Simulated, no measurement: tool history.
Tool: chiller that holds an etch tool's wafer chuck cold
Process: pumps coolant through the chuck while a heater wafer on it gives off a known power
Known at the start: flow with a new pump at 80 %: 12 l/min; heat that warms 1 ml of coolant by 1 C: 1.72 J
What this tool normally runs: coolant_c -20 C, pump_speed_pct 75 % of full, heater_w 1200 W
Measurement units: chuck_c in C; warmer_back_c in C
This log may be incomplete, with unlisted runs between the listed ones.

Run 1, hour 0: usual settings. Result: chuck_c -12.17 C, warmer_back_c 3.71 C.
Run 2, hour 59.2: usual settings. Result: chuck_c -12.02 C, warmer_back_c 3.75 C.
Run 3, hour 120.1: usual settings but heater_w 657 W. Result: chuck_c -15.7 C, warmer_back_c 2.06 C.
At hour 160.2: coolant changed, channels flushed.
Run 4, hour 163.3: usual settings but heater_w 657 W. Result: chuck_c -15.65 C, warmer_back_c 2.04 C.
Run 5, hour 218.9: usual settings but heater_w 1293 W. Result: chuck_c -11.52 C, warmer_back_c 4.05 C.
Run 6, hour 255.5: usual settings but heater_w 1293 W. Result: chuck_c -11.48 C, warmer_back_c 4.05 C.
Run 7, hour 324.4: usual settings but coolant_c -10 C. Result: chuck_c -2.01 C, warmer_back_c 3.78 C.
Run 8, hour 384.7: usual settings. Result: chuck_c -12.1 C, warmer_back_c 3.74 C.
Run 9, hour 441.3: usual settings but coolant_c -12 C. Result: chuck_c -4.05 C, warmer_back_c 3.73 C.
Run 10, hour 489.8: usual settings but coolant_c -12 C. Result: chuck_c -4.08 C, warmer_back_c 3.71 C.
Run 11, hour 558.4: usual settings but coolant_c -12 C. Result: chuck_c -3.95 C, warmer_back_c 3.7 C.
Run 12, hour 611.2: usual settings but coolant_c -12 C. Result: chuck_c -4.1 C, warmer_back_c 3.67 C.
Run 13, hour 654.2: usual settings but pump_speed_pct 84 % of full. Result: chuck_c -12.66 C, warmer_back_c 3.33 C.
Run 14, hour 716.4: usual settings. Result: chuck_c -12.15 C, warmer_back_c 3.69 C.
Run 15, hour 753.2: usual settings. Result: chuck_c -12.01 C, warmer_back_c 3.72 C.
Run 16, hour 807.2: usual settings. Result: chuck_c -12.17 C, warmer_back_c 3.77 C.
Run 17, hour 856.8: usual settings but heater_w 1694 W. Result: chuck_c -8.84 C, warmer_back_c 5.31 C.
Run 18, hour 895.3: usual settings but coolant_c -17 C, pump_speed_pct 79 % of full, heater_w 683 W. Result: chuck_c -12.59 C, warmer_back_c 2 C.
Run 19, hour 953.6: usual settings but coolant_c -17 C, pump_speed_pct 81 % of full, heater_w 683 W. Result: chuck_c -12.71 C, warmer_back_c 1.94 C.
Run 20, hour 996.9: usual settings but coolant_c -12 C, pump_speed_pct 65 % of full, heater_w 606 W. Result: chuck_c -7.62 C, warmer_back_c 2.23 C.
Run 21, hour 1037.3: usual settings but coolant_c -26 C, pump_speed_pct 88 % of full, heater_w 1477 W. Result: chuck_c -17.28 C, warmer_back_c 3.9 C.
Run 22, hour 1108.2: usual settings but coolant_c -29 C, heater_w 660 W. Result: chuck_c -24.71 C, warmer_back_c 2.01 C.
At hour 1123.9: chiller's thermometer calibrated.
Run 23, hour 1173.7: usual settings but pump_speed_pct 78 % of full. Result: chuck_c -12.27 C, warmer_back_c 3.59 C.
Run 24, hour 1232.1: usual settings but coolant_c -15 C, heater_w 1121 W. Result: chuck_c -7.58 C, warmer_back_c 3.52 C.
Run 25, hour 1283: usual settings but coolant_c -29 C, pump_speed_pct 90 % of full, heater_w 1683 W. Result: chuck_c -19.18 C, warmer_back_c 4.33 C.
Run 26, hour 1352.3: usual settings but coolant_c -29 C, pump_speed_pct 90 % of full, heater_w 1683 W. Result: chuck_c -19.15 C, warmer_back_c 4.32 C.
Run 27, hour 1386: usual settings but coolant_c -29 C, pump_speed_pct 90 % of full, heater_w 1683 W. Result: chuck_c -19.31 C, warmer_back_c 4.39 C.
Run 28, hour 1424.6: usual settings but coolant_c -29 C, pump_speed_pct 90 % of full, heater_w 1683 W. Result: chuck_c -19.16 C, warmer_back_c 4.38 C.
Run 29, hour 1497.2: usual settings but pump_speed_pct 96 % of full. Result: chuck_c -13.42 C, warmer_back_c 2.91 C.
Run 30, hour 1550.7: usual settings but pump_speed_pct 96 % of full. Result: chuck_c -13.32 C, warmer_back_c 2.88 C.
Run 31, hour 1591.4: usual settings but coolant_c -24 C, pump_speed_pct 67 % of full. Result: chuck_c -15.35 C, warmer_back_c 4.25 C.

Branching from run 31: 3 alternative next runs. What would each branch give?
Run A, hour 1643.7: usual settings but coolant_c -23 C, pump_speed_pct 71 % of full, heater_w 660 W. Result: chuck_c ?, warmer_back_c ?.
Run B, hour 1643.7: usual settings but coolant_c -19 C, pump_speed_pct 81 % of full, heater_w 772 W. Result: chuck_c ?, warmer_back_c ?.
Run C, hour 1643.7: usual settings but coolant_c -24 C, pump_speed_pct 80 % of full. Result: chuck_c ?, warmer_back_c ?.

run  chuck_c  warmer_back_c
  A   -18.47           2.16
  B   -14.17           2.25
  C   -16.45            3.5
The same runs, with their run-to-run variation unchanged, on a tool lacking any hidden condition would have given:
run  chuck_c  warmer_back_c
  A   -18.47           2.16
  B   -14.18           2.25
  C   -16.46            3.5
